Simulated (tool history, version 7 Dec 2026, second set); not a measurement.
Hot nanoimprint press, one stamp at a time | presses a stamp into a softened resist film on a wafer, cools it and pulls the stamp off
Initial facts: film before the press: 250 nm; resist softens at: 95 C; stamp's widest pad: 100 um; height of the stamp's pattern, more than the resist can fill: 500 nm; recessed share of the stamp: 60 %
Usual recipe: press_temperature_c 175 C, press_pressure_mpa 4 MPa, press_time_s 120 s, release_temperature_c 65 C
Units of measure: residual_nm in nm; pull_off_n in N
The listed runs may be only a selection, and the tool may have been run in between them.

run   hour  press_temperature_c  press_pressure_mpa  press_time_s  release_temperature_c  residual_nm  pull_off_n
  1      0                  175                   4           120                     65        143.8         144
  2   24.3                  175                   4           120                     65        143.5         140
  3   46.1                  175                   4           120                     62        143.3         155
  4   64.8                  175                   4           120                     65        143.3         146
  5   97.3                  175                   4           105                     65        148.4         144
  6  125.4                  175                   4           120                     65        142.5         148
  7  150.1                  175                2.59           120                     65        168.7         148
     166.4  -- stamp cleaned and given a new release coat
  8  171.7                  175                   4           120                     65        142.8         143
  9  186.8                  175                   4           120                     65        142.5         143
 10  210.4                  175                   4           120                     65          142         145
 11  241.9                  175                   4           120                     65        142.5         147
 12  260.1                  175                   4           120                     65        141.7         146
 13  274.2                  187                   4           120                     65           90         142
 14  301.4                  187                   4           120                     65         89.9         145
 15  324.7                  187                   4           120                     65         89.8         143
 16    343                  174                3.34            63                     63        184.1         152
 17  361.8                  174                4.68            70                     63        160.9         154
 18  392.6                  186                4.69           120                     65         85.6         140
 19  422.3                  170                 5.1           214                     63        127.6         152
       425  -- gauge calibrated
 20  442.1                  170                 5.1           214                     67        129.7         136
     469.1  -- plate thermocouple calibrated
 21  472.2                  170                 5.1           214                     67        129.9         140
 22  499.4                  171                3.99            91                     70        175.9         131
 23  531.9                  171                3.99            91                     70        176.1         127
 24  550.8                  174                4.09            91                     62        158.9         157
 25  578.8                  174                4.09            91                     62        159.1         154
     606.6  -- press's hydraulic seals changed and the load cell set to zero
 26  611.1                  174                4.09            91                     62        158.6         157
 27  635.2                  174                4.09            91                     62        158.5         149
 28  658.6                  175                2.78            91                     63        175.1         153
 29  682.3                  175                2.78            91                     63          175         156

Predict each of these 5 candidate next runs independently; none follows another, all start after run 29:
  A  705.1                  175                4.48            86                     65            ?           ?
  B  705.1                  175                5.94            91                     63            ?           ?
  C  705.1                  175                5.52           120                     65            ?           ?
  D  705.1                  175                   4           120                     69            ?           ?
  E  705.1                  176                2.78            91                     63            ?           ?

run  residual_nm  pull_off_n
  A          150         150
  B        130.9         154
  C        123.1         139
  D        141.8         134
  E        170.5         153
Stripped of hidden state, with their random variation kept, the same runs would have yielded:
run  residual_nm  pull_off_n
  A        151.8         149
  B        132.5         153
  C        124.7         139
  D        143.6         133
  E        172.6         152
